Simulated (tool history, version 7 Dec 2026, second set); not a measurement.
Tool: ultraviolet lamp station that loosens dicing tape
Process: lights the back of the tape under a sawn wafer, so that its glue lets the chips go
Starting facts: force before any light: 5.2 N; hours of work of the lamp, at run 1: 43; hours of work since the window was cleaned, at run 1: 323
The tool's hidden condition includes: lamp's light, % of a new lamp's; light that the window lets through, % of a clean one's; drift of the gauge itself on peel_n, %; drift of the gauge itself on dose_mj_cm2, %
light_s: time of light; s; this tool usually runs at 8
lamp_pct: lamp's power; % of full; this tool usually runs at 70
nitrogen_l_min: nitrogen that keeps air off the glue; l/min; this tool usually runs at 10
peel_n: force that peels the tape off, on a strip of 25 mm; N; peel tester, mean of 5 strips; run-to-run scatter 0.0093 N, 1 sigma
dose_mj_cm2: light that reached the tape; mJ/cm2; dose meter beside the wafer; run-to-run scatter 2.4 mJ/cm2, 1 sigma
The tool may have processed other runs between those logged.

| run | hour | light_s | lamp_pct | nitrogen_l_min | hours of work of the lamp | hours of work since the window was cleaned | peel_n | dose_mj_cm2 |
|---|---|---|---|---|---|---|---|---|
| 1 | 0 | 8 | 70 | 10 | 43 | 323 | 0.613 | 219 |
|  | 9.4 | window cleaned of glue's vapour |
| 2 | 28.9 | 8 | 70 | 10 | 63 | 14 | 0.413 | 259 |
| 3 | 42.5 | 8 | 70 | 10 | 73 | 24 | 0.431 | 253 |
| 4 | 67.5 | 8 | 70 | 10 | 91 | 42 | 0.422 | 249 |
| 5 | 84.8 | 8 | 70 | 10 | 103 | 54 | 0.444 | 251 |
| 6 | 102.6 | 8 | 70 | 10 | 116 | 67 | 0.435 | 251 |
| 7 | 131.5 | 8 | 70 | 10 | 137 | 87 | 0.454 | 244 |
| 8 | 163.4 | 8 | 70 | 10 | 160 | 110 | 0.475 | 240 |
| 9 | 188.6 | 8 | 70 | 10 | 178 | 128 | 0.481 | 239 |
| 10 | 218.6 | 8 | 70 | 10 | 199 | 150 | 0.5 | 236 |
| 11 | 235.4 | 8 | 70 | 10 | 211 | 162 | 0.496 | 230 |
| 12 | 259.1 | 8 | 61 | 10 | 228 | 179 | 0.678 | 202 |
| 13 | 282.6 | 8 | 61 | 10 | 245 | 195 | 0.724 | 199 |
| 14 | 312.8 | 8 | 61 | 10 | 267 | 217 | 0.725 | 196 |
| 15 | 340.3 | 8 | 61 | 10 | 286 | 237 | 0.759 | 195 |
| 16 | 363.6 | 8 | 61 | 10 | 303 | 253 | 0.774 | 193 |
| 17 | 383.1 | 8 | 61 | 10 | 317 | 267 | 0.735 | 189 |
| 18 | 411.2 | 8 | 61 | 10 | 337 | 287 | 0.79 | 185 |
| 19 | 439.4 | 8 | 70 | 10 | 357 | 308 | 0.615 | 208 |
| 20 | 467.8 | 8 | 70 | 7 | 377 | 328 | 0.753 | 207 |
|  | 470.6 | window cleaned of glue's vapour |
| 21 | 481.6 | 8 | 70 | 8 | 387 | 8 | 0.523 | 250 |
| 22 | 504.6 | 14 | 81 | 8 | 403 | 24 | 0.102 | 498 |
| 23 | 523 | 14 | 92 | 5 | 417 | 37 | 0.117 | 562 |
| 24 | 552.3 | 14 | 92 | 5 | 437 | 58 | 0.111 | 545 |
| 25 | 570.8 | 15 | 64 | 3 | 451 | 72 | 0.307 | 406 |
| 26 | 602.2 | 15 | 71 | 4 | 473 | 94 | 0.211 | 448 |
| 27 | 623.3 | 12 | 70 | 10 | 488 | 109 | 0.195 | 350 |
| 28 | 641.4 | 6 | 70 | 10 | 501 | 122 | 0.887 | 173 |
| 29 | 657.4 | 6 | 70 | 10 | 513 | 134 | 0.911 | 171 |
| 30 | 679.3 | 11 | 73 | 10 | 528 | 149 | 0.241 | 325 |
| 31 | 709.9 | 6 | 90 | 7 | 550 | 171 | 0.717 | 215 |
| 32 | 739.4 | 4 | 70 | 7 | 571 | 192 | 1.803 | 111 |
| 33 | 761 | 8 | 70 | 3 | 587 | 208 | 1.072 | 217 |
| 34 | 792.8 | 8 | 69 | 8 | 609 | 230 | 0.694 | 208 |
| 35 | 809.4 | 8 | 69 | 8 | 621 | 242 | 0.701 | 210 |
| 36 | 822.7 | 8 | 71 | 16 | 631 | 252 | 0.509 | 214 |
| 37 | 838.5 | 12 | 100 | 10 | 642 | 263 | 0.113 | 447 |
| 38 | 863.6 | 12 | 100 | 10 | 660 | 281 | 0.114 | 442 |
| 39 | 892.5 | 12 | 100 | 10 | 681 | 302 | 0.12 | 435 |
| 40 | 910.5 | 14 | 68 | 10 | 694 | 315 | 0.214 | 342 |
|  | 932.9 | window cleaned of glue's vapour |
| 41 | 934.9 | 5 | 70 | 5 | 711 | 1 | 1.43 | 149 |
| 42 | 955.2 | 7 | 70 | 10 | 725 | 16 | 0.638 | 207 |

Forecast each of these 5 alternatives for the next run:
| A | 983.1 | 13 | 99 | 3 | 745 | 36 | ? | ? |
| B | 983.1 | 7 | 70 | 8 | 745 | 36 | ? | ? |
| C | 983.1 | 7 | 70 | 11 | 745 | 36 | ? | ? |
| D | 983.1 | 4 | 66 | 9 | 745 | 36 | ? | ? |
| E | 983.1 | 8 | 75 | 10 | 745 | 36 | ? | ? |

| run | peel_n | dose_mj_cm2 |
|---|---|---|
| A | 0.164 | 541 |
| B | 0.756 | 210 |
| C | 0.611 | 205 |
| D | 1.672 | 107 |
| E | 0.428 | 250 |
Take away the tool's hidden state, keep each run's random variation, and the runs would have read:
| run | peel_n | dose_mj_cm2 |
|---|---|---|
| A | 0.13 | 606 |
| B | 0.607 | 235 |
| C | 0.482 | 230 |
| D | 1.466 | 121 |
| E | 0.33 | 280 |
